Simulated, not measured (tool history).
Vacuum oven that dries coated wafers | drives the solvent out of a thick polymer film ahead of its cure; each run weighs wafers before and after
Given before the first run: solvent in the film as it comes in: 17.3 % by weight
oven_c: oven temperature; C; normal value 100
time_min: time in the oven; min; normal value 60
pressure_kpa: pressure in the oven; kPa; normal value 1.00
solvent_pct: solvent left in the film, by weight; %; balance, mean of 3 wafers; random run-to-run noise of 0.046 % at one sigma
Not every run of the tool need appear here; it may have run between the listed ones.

run	day	oven_c	time_min	pressure_kpa	solvent_pct
1	0.000	100	60	1.00	1.15
2	1.829	100	60	1.00	1.12
3	3.521	100	60	1.00	1.14
4	5.142	100	60	1.00	1.16
5	6.496	100	60	1.00	1.22
6	9.375	100	60	1.00	1.13
7	11.067	100	60	1.00	1.20
8	13.600	100	60	1.00	1.18
9	16.579	100	31	1.00	2.70
# day 17.854: oven's thermocouples calibrated
10	18.729	100	60	1.00	1.31
11	21.017	100	60	1.00	1.38
12	23.271	100	60	1.00	1.31
13	25.888	100	60	1.00	1.33
14	28.292	100	60	1.00	1.35
15	29.738	100	60	1.00	1.30
16	31.175	100	60	1.00	1.30
17	34.304	100	60	1.00	1.36
18	36.879	100	60	1.00	1.45
19	38.433	100	60	1.00	1.32
20	40.071	100	60	0.59	1.09
21	42.900	100	60	0.59	1.15
22	45.117	100	60	0.59	1.22
23	48.179	100	60	1.00	1.28
24	49.771	100	60	1.00	1.41
25	51.292	100	60	1.00	1.41
26	54.250	100	60	1.00	1.41
27	57.133	86	60	0.53	4.85
28	58.508	86	60	0.53	4.73
29	60.367	86	88	1.66	4.05
30	62.321	86	88	1.66	4.07
# day 64.617: vacuum gauge cleaned of residue and calibrated
31	64.750	112	74	0.72	0.31
32	66.362	112	74	0.72	0.26
33	68.338	112	74	0.72	0.30
34	71.471	94	88	0.59	0.79
35	74.525	94	88	0.59	0.79
36	76.296	94	88	0.59	0.76
37	78.612	113	85	2.91	0.98
38	81.429	113	85	2.91	0.97
39	83.542	113	85	2.91	1.03
40	85.529	113	85	2.91	1.05
41	88.129	114	68	0.91	0.25
42	90.096	114	44	1.47	0.49
43	92.396	114	44	1.47	0.54
44	95.417	114	44	1.47	0.50
45	97.971	114	44	1.47	0.49
46	100.046	109	58	0.67	0.35
47	102.583	109	58	0.67	0.37

Predict the results of run 48:
48	104.525	109	58	0.67	?

{"run 48": {"solvent_pct": 0.38}}
Minus the tool's unlogged condition, the same run would have read solvent_pct 0.34 %.

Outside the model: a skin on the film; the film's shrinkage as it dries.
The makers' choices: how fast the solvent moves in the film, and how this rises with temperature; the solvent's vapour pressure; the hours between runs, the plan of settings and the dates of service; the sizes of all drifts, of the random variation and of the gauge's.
